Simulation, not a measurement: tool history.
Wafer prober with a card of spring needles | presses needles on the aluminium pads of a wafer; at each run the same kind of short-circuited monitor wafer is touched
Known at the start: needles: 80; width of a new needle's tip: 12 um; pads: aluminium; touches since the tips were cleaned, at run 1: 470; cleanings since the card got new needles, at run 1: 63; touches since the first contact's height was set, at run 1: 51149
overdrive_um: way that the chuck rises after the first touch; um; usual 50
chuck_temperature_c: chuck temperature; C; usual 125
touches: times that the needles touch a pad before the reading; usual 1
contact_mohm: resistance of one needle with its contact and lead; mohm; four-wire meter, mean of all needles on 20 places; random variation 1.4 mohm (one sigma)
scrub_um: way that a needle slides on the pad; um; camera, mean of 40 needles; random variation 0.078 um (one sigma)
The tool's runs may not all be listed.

run,hour,overdrive_um,chuck_temperature_c,touches,touches since the tips were cleaned,cleanings since the card got new needles,touches since the first contact's height was set,contact_mohm,scrub_um
1,0,50,125,1,470,63,51149,159,7.5
# hour 6: tips cleaned on abrasive film
2,11.8,50,125,1,1839,64,54841,252,7.38
# hour 12.8: tips cleaned on abrasive film
# hour 19.8: tips cleaned on abrasive film
3,19.8,50,125,1,0,66,57290,138,7.27
# hour 24.5: tips cleaned on abrasive film, once more
4,29.3,50,125,1,1515,67,60269,205,7.41
# hour 32.1: tips cleaned on abrasive film
5,36.7,50,125,1,1456,68,62553,199,7.28
# hour 39: tips cleaned on abrasive film
6,45.2,50,39,1,1953,69,65215,215,7.29
# hour 46.1: tips cleaned on abrasive film
7,50.7,33,125,1,1449,70,66904,307,4.5
# hour 53.3: tips cleaned on abrasive film
# hour 60: tips cleaned on abrasive film
8,62.6,33,125,1,814,72,70601,250,4.64
# hour 66.9: tips cleaned on abrasive film
9,73.3,58,125,1,2018,73,73946,199,8.34
# hour 74.1: tips cleaned on abrasive film
# hour 81.6: tips cleaned on abrasive film
10,82.7,50,125,1,349,75,76842,164,7.16
# hour 88.3: tips cleaned on abrasive film
11,91.5,50,125,1,1005,76,79568,194,7.22
# hour 95.4: tips cleaned on abrasive film
12,100.9,50,125,1,1751,77,82513,210,7.21
# hour 102.1: tips cleaned on abrasive film
# hour 108.8: tips cleaned on abrasive film
13,109.9,50,125,1,350,79,85277,161,7.22
# hour 116: tips cleaned on abrasive film
14,120.5,50,125,1,1402,80,88581,201,7.31
# hour 123.2: tips cleaned on abrasive film
# hour 130.4: tips cleaned on abrasive film
15,130.7,50,125,1,84,82,91733,147,7.24
16,136.9,50,125,1,2045,82,93694,226,7.31
# hour 137.7: tips cleaned on abrasive film
17,144.3,50,125,1,2058,83,95990,230,7.1
# hour 145.4: tips cleaned on abrasive film
# hour 152.4: tips cleaned on abrasive film
18,152.4,50,98,1,0,85,98495,138,7.03
19,157.9,50,98,1,1713,85,100208,213,7.03
# hour 159: height of the first contact set anew
# hour 160: tips cleaned on abrasive film
20,166.4,50,98,1,1997,86,2298,212,7.82
# hour 167.6: tips cleaned on abrasive film
# hour 174.8: tips cleaned on abrasive film
21,175.7,32,32,2,272,88,5166,158,4.95
22,180.8,50,92,2,1893,88,6787,176,7.68
# hour 181.9: tips cleaned on abrasive film
# hour 188.8: tips cleaned on abrasive film
23,188.8,41,56,1,0,90,9223,142,6.3
# hour 195.8: tips cleaned on abrasive film
24,200.2,41,56,1,1370,91,12787,227,6.29
# hour 202.8: tips cleaned on abrasive film
# hour 209.8: tips cleaned on abrasive film
25,210.8,41,56,1,301,93,16062,166,6.2
# hour 216.9: tips cleaned on abrasive film
26,218.8,41,56,1,615,94,18570,192,6.16
# hour 223.9: tips cleaned on abrasive film
27,223.9,41,56,1,0,95,20143,138,6.17
# hour 231.1: tips cleaned on abrasive film
28,234.1,37,109,1,935,96,23315,233,5.71
# hour 237.9: tips cleaned on abrasive film
29,240.7,61,43,1,887,97,25368,156,9.47
# hour 244.7: tips cleaned on abrasive film
30,247,61,37,1,732,98,27340,154,9.32
# hour 251.4: tips cleaned on abrasive film
31,253.7,45,43,1,742,99,29419,186,6.9
# hour 258.5: tips cleaned on abrasive film
32,264.7,36,43,2,1974,100,32851,237,5.4
# hour 265.3: tips cleaned on abrasive film
# hour 272.5: tips cleaned on abrasive film
33,276.5,33,43,2,1256,102,36491,232,4.85

Forecast each of these 3 alternatives for the next run:
# hour 279.9: tips cleaned on abrasive film
# hour 286.7: tips cleaned on abrasive film
A,287.3,44,29,2,184,104,39826,?,?
# hour 279.9: tips cleaned on abrasive film
# hour 286.7: tips cleaned on abrasive film
B,287.3,37,35,1,184,104,39826,?,?
# hour 279.9: tips cleaned on abrasive film
# hour 286.7: tips cleaned on abrasive film
C,287.3,31,42,2,184,104,39826,?,?

run,contact_mohm,scrub_um
A,141,6.58
B,165,5.5
C,164,4.57
Without the tool's hidden state the same runs would have given:
run,contact_mohm,scrub_um
A,120,6.84
B,122,5.76
C,125,4.83
